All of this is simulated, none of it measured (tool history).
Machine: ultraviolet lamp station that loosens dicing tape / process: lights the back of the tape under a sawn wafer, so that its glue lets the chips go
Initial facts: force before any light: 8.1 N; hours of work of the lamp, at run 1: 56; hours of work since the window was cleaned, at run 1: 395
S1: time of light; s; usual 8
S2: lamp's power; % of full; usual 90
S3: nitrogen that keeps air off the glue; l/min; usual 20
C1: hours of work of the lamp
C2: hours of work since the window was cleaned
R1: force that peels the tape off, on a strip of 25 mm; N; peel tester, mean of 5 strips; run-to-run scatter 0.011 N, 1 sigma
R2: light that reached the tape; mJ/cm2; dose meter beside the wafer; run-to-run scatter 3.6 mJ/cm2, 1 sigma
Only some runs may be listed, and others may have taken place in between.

run 1 hour=0.0 | S1=8 S2=90 S3=20 | C1=56 C2=395 | R1=0.576 R2=556
run 2 hour=38.0 | S1=8 S2=63 S3=20 | C1=86 C2=425 | R1=1.222 R2=388
run 3 hour=79.8 | S1=8 S2=90 S3=20 | C1=119 C2=458 | R1=0.581 R2=546
run 4 hour=133.5 | S1=8 S2=90 S3=20 | C1=161 C2=500 | R1=0.616 R2=539
-- hour=160.5 window cleaned of glue's vapour
run 5 hour=189.6 | S1=8 S2=90 S3=20 | C1=204 C2=23 | R1=0.660 R2=518
run 6 hour=233.7 | S1=8 S2=90 S3=20 | C1=239 C2=57 | R1=0.712 R2=514
run 7 hour=287.1 | S1=8 S2=90 S3=14 | C1=281 C2=99 | R1=0.850 R2=495
run 8 hour=310.9 | S1=8 S2=90 S3=35 | C1=299 C2=118 | R1=0.571 R2=502
run 9 hour=340.2 | S1=8 S2=90 S3=35 | C1=322 C2=141 | R1=0.601 R2=493
run 10 hour=383.6 | S1=8 S2=95 S3=20 | C1=357 C2=175 | R1=0.676 R2=518
run 11 hour=409.7 | S1=8 S2=95 S3=20 | C1=377 C2=195 | R1=0.698 R2=511
-- hour=454.6 window cleaned of glue's vapour, once more
run 12 hour=463.6 | S1=8 S2=95 S3=20 | C1=419 C2=7 | R1=0.522 R2=581
run 13 hour=510.7 | S1=8 S2=95 S3=20 | C1=456 C2=44 | R1=0.530 R2=575
run 14 hour=555.9 | S1=5 S2=95 S3=20 | C1=491 C2=79 | R1=1.441 R2=355
run 15 hour=609.9 | S1=8 S2=90 S3=20 | C1=534 C2=122 | R1=0.662 R2=528
run 16 hour=645.1 | S1=13 S2=90 S3=20 | C1=561 C2=149 | R1=0.238 R2=859
run 17 hour=678.1 | S1=13 S2=90 S3=20 | C1=587 C2=175 | R1=0.239 R2=839
run 18 hour=720.6 | S1=13 S2=90 S3=20 | C1=620 C2=209 | R1=0.238 R2=843
run 19 hour=774.6 | S1=13 S2=90 S3=20 | C1=663 C2=251 | R1=0.252 R2=817
run 20 hour=816.3 | S1=13 S2=90 S3=20 | C1=695 C2=284 | R1=0.250 R2=815
run 21 hour=841.9 | S1=13 S2=90 S3=20 | C1=716 C2=304 | R1=0.254 R2=814
run 22 hour=870.0 | S1=13 S2=90 S3=20 | C1=738 C2=326 | R1=0.266 R2=796
run 23 hour=920.5 | S1=8 S2=90 S3=11 | C1=777 C2=365 | R1=1.030 R2=481
run 24 hour=952.9 | S1=9 S2=81 S3=20 | C1=803 C2=391 | R1=0.711 R2=485
run 25 hour=1004.1 | S1=5 S2=81 S3=27 | C1=843 C2=431 | R1=1.967 R2=264
run 26 hour=1054.1 | S1=8 S2=61 S3=20 | C1=882 C2=470 | R1=1.611 R2=317
run 27 hour=1104.1 | S1=14 S2=67 S3=28 | C1=921 C2=509 | R1=0.419 R2=604
-- hour=1120.4 window cleaned of glue's vapour
run 28 hour=1162.4 | S1=14 S2=67 S3=28 | C1=967 C2=33 | R1=0.374 R2=634
run 29 hour=1205.2 | S1=14 S2=94 S3=28 | C1=1000 C2=66 | R1=0.199 R2=875
run 30 hour=1252.7 | S1=8 S2=90 S3=16 | C1=1037 C2=104 | R1=0.878 R2=477
run 31 hour=1283.7 | S1=7 S2=90 S3=35 | C1=1062 C2=128 | R1=0.871 R2=411
run 32 hour=1315.3 | S1=16 S2=84 S3=35 | C1=1086 C2=153 | R1=0.187 R2=864
run 33 hour=1348.8 | S1=16 S2=84 S3=35 | C1=1113 C2=179 | R1=0.201 R2=854

Run 34 has not been measured yet. What should we expect?
run 34 hour=1381.3 | S1=5 S2=84 S3=36 | C1=1138 C2=205 | R1=? R2=?

{"run 34": {"R1": 1.789, "R2": 265}}
Take away the tool's hidden state, keep the run-to-run variation as it was, and the same run would have given R1 1.140 N, R2 350 mJ/cm2.
